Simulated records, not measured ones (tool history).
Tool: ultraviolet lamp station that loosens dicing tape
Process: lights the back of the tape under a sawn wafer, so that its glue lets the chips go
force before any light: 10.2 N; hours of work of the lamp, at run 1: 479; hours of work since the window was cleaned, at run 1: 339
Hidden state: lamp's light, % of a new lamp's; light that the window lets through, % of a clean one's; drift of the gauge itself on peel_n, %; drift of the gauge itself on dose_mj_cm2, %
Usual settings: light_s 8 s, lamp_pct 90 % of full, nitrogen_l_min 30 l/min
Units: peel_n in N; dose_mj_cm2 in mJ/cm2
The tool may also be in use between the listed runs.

run	hour	light_s	lamp_pct	nitrogen_l_min	hours of work of the lamp	hours of work since the window was cleaned	peel_n	dose_mj_cm2
1	0.0	8	90	30	479	339	0.630	541
2	18.2	8	90	30	491	351	0.647	533
3	29.2	8	90	30	498	359	0.631	534
4	43.1	8	90	30	507	368	0.644	532
5	59.4	8	90	30	518	379	0.668	537
6	75.1	8	90	30	529	390	0.641	528
7	98.6	8	90	30	545	405	0.675	532
8	121.8	8	90	30	560	421	0.678	525
9	139.4	8	82	30	572	433	0.838	469
10	150.2	15	76	30	579	440	0.232	830
11	168.2	6	76	30	591	452	1.789	325
12	178.6	6	76	30	598	459	1.772	328
13	192.6	6	76	30	607	468	1.828	322

4 ways to go on from here, each from the tool as it stands after run 13. What would each give?
A	207.6	5	78	30	618	478	?	?
B	207.6	6	83	30	618	478	?	?
C	207.6	9	91	30	618	478	?	?
D	207.6	8	91	37	618	478	?	?

run	peel_n	dose_mj_cm2
A	2.305	277
B	1.565	351
C	0.517	587
D	0.648	519
Without the tool's hidden state the same runs would have given:
run	peel_n	dose_mj_cm2
A	1.590	348
B	0.990	442
C	0.296	738
D	0.366	653

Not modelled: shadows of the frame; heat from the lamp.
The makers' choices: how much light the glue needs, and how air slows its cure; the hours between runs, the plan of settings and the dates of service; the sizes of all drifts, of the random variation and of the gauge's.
